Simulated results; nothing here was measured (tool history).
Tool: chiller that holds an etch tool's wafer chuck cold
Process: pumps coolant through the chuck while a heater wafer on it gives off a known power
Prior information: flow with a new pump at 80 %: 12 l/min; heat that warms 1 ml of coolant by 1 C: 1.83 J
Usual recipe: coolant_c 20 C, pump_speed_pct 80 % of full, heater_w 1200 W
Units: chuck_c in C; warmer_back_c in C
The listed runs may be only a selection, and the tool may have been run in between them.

Run 1, hour 0.0: usual settings. Result: chuck_c 29.55 C, warmer_back_c 3.44 C.
Run 2, hour 110.9: usual settings but heater_w 1453 W. Result: chuck_c 31.52 C, warmer_back_c 4.15 C.
Run 3, hour 236.0: usual settings but heater_w 1453 W. Result: chuck_c 31.61 C, warmer_back_c 4.14 C.
Run 4, hour 371.5: usual settings but heater_w 1453 W. Result: chuck_c 31.42 C, warmer_back_c 4.15 C.
Run 5, hour 429.2: usual settings but heater_w 1453 W. Result: chuck_c 31.46 C, warmer_back_c 4.19 C.
Run 6, hour 528.6: usual settings. Result: chuck_c 29.48 C, warmer_back_c 3.49 C.
Run 7, hour 606.2: usual settings. Result: chuck_c 29.51 C, warmer_back_c 3.46 C.
Run 8, hour 743.8: usual settings. Result: chuck_c 29.52 C, warmer_back_c 3.43 C.
Run 9, hour 825.6: usual settings. Result: chuck_c 29.60 C, warmer_back_c 3.46 C.
Run 10, hour 905.3: usual settings. Result: chuck_c 29.49 C, warmer_back_c 3.48 C.
At hour 921.8: coolant changed, channels flushed.
Run 11, hour 1000.5: usual settings but coolant_c 16 C. Result: chuck_c 25.03 C, warmer_back_c 3.49 C.
Run 12, hour 1131.7: usual settings but coolant_c 16 C. Result: chuck_c 25.06 C, warmer_back_c 3.43 C.
Run 13, hour 1218.3: usual settings but coolant_c 16 C. Result: chuck_c 25.02 C, warmer_back_c 3.50 C.
Run 14, hour 1285.2: usual settings but coolant_c 16 C, heater_w 891 W. Result: chuck_c 22.64 C, warmer_back_c 2.57 C.
Run 15, hour 1422.1: usual settings but coolant_c 11 C, pump_speed_pct 74 % of full, heater_w 891 W. Result: chuck_c 18.11 C, warmer_back_c 2.84 C.
Run 16, hour 1486.5: usual settings but heater_w 920 W. Result: chuck_c 26.91 C, warmer_back_c 2.69 C.
At hour 1503.6: coolant pump overhauled.
Run 17, hour 1612.7: usual settings but heater_w 920 W. Result: chuck_c 26.98 C, warmer_back_c 2.73 C.
Run 18, hour 1717.1: usual settings but heater_w 1416 W. Result: chuck_c 31.00 C, warmer_back_c 4.22 C.
Run 19, hour 1793.5: usual settings but pump_speed_pct 93 % of full, heater_w 691 W. Result: chuck_c 24.72 C, warmer_back_c 1.78 C.
Run 20, hour 1871.5: usual settings but coolant_c 27 C, pump_speed_pct 82 % of full. Result: chuck_c 36.09 C, warmer_back_c 3.54 C.
Run 21, hour 1989.5: usual settings but coolant_c 15 C, pump_speed_pct 81 % of full. Result: chuck_c 24.24 C, warmer_back_c 3.60 C.
At hour 2110.1: coolant pump overhauled, once more.
Run 22, hour 2122.9: usual settings but coolant_c 12 C. Result: chuck_c 20.66 C, warmer_back_c 3.29 C.
Run 23, hour 2236.7: usual settings but coolant_c 12 C. Result: chuck_c 20.58 C, warmer_back_c 3.28 C.

Below are 4 alternative next runs, each starting from the tool's condition after run 23. Predict each:
Run A, hour 2309.1: usual settings but pump_speed_pct 68 % of full, heater_w 1263 W. Result: chuck_c ?, warmer_back_c ?.
Run B, hour 2309.1: usual settings but coolant_c 26 C, pump_speed_pct 70 % of full, heater_w 785 W. Result: chuck_c ?, warmer_back_c ?.
Run C, hour 2309.1: usual settings but coolant_c 26 C, pump_speed_pct 76 % of full, heater_w 963 W. Result: chuck_c ?, warmer_back_c ?.
Run D, hour 2309.1: usual settings but coolant_c 16 C. Result: chuck_c ?, warmer_back_c ?.

run  chuck_c  warmer_back_c
  A    30.33           4.07
  B    32.28           2.49
  C    33.16           2.78
  D    24.56           3.26
Without the tool's hidden state the same runs would have given:
run  chuck_c  warmer_back_c
  A    30.51           4.09
  B    32.50           2.50
  C    33.37           2.79
  D    24.75           3.27
